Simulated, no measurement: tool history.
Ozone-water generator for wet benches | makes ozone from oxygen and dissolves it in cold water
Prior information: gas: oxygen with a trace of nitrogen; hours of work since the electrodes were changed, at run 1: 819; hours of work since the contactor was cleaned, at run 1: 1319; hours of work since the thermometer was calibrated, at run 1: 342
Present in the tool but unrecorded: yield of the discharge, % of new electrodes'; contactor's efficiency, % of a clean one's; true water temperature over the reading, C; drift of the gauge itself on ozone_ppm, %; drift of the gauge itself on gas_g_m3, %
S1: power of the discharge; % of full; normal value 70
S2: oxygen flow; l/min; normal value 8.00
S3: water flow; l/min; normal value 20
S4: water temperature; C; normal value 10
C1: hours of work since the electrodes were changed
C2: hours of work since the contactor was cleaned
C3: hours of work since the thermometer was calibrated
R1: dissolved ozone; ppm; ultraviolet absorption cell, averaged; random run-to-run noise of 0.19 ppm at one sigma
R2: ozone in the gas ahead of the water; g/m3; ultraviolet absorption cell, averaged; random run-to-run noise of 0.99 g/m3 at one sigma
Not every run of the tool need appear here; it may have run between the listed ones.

run,day,S1,S2,S3,S4,C1,C2,C3,R1,R2
1,0.000,70,8.00,20,10,819,1319,342,26.8,167.8
2,6.767,70,8.00,20,10,925,1425,448,26.8,170.8
3,12.271,70,8.00,20,10,1011,1511,534,26.8,169.5
4,18.350,70,8.00,20,10,1107,1607,630,27.0,168.0
5,21.900,70,8.00,20,10,1163,1663,686,26.4,168.6
6,25.812,70,8.00,20,10,1224,1724,747,26.9,168.1
7,31.871,70,8.00,20,10,1319,1819,842,26.7,168.0
8,37.925,70,9.17,20,10,1414,1914,937,26.8,158.2
9,44.762,70,9.17,20,10,1522,2022,1045,26.9,159.1
10,48.729,70,9.17,20,10,1584,2084,1107,26.9,155.3
11,54.208,70,9.17,20,10,1670,2170,1193,26.8,157.1
12,57.571,70,9.17,20,10,1723,2223,1246,26.7,155.5
13,64.129,70,8.00,20,10,1826,2326,1349,26.3,165.5
14,70.929,70,8.00,20,10,1933,2433,1456,26.3,165.6
15,76.104,70,8.00,20,10,2014,2514,1537,26.1,168.6
16,81.712,70,8.00,20,10,2102,2602,1625,26.0,167.7
17,88.200,70,8.00,20,10,2204,2704,1727,26.0,164.2
# day 88.862: water thermometer calibrated
18,94.271,84,12.94,30,10,2299,2799,85,22.5,153.3
19,98.542,45,13.62,14,14,2366,2866,152,21.0,94.2
20,104.083,45,13.62,14,14,2453,2953,239,21.1,94.4
# day 107.550: water thermometer calibrated, once more
21,111.183,40,5.09,20,6,2564,3064,57,17.0,130.3
22,114.767,49,5.55,20,7,2621,3121,113,19.8,148.9
23,121.312,49,4.11,20,7,2723,3223,216,18.4,165.8
24,125.983,43,8.00,20,13,2797,3297,290,17.5,113.7
25,131.496,94,11.58,20,8,2883,3383,376,33.7,172.5
26,135.617,70,8.00,20,5,2948,3448,441,27.6,164.6
27,141.496,70,11.71,24,5,3040,3540,533,25.1,138.8
28,144.733,70,8.00,16,17,3091,3591,584,26.4,161.9
29,150.508,70,8.00,28,17,3182,3682,675,17.7,162.8
30,157.450,70,6.25,26,14,3291,3791,784,18.9,178.9
31,164.471,70,5.04,20,7,3401,3901,894,24.7,196.8
32,171.317,70,8.00,25,11,3509,4009,1001,20.9,161.2
33,178.438,70,8.00,22,8,3620,4121,1113,24.2,161.7

A few steps of R1 between consecutive runs. Split each: what settings, incoming material and random variation would produce without the hidden state, and what is left over for the hidden state, along with gauge scatter present in only one of the two compared results (measured, and without hidden state):
Run 18 -> 19: S1 84 -> 45, S2 12.94 -> 13.62, S3 30 -> 14, S4 10 -> 14. R1 -1.5 ppm: hidden state +0.5, all else -2.0.
Run 24 -> 25: S1 43 -> 94, S2 8.00 -> 11.58, S4 13 -> 8. R1 +16.2 ppm: hidden state -1.6, all else +17.8.
Run 25 -> 26: S1 94 -> 70, S2 11.58 -> 8.00, S4 8 -> 5. R1 -6.1 ppm: hidden state +0.6, all else -6.7.
Run 28 -> 29: S3 16 -> 28. R1 -8.7 ppm: hidden state +0.4, all else -9.1.
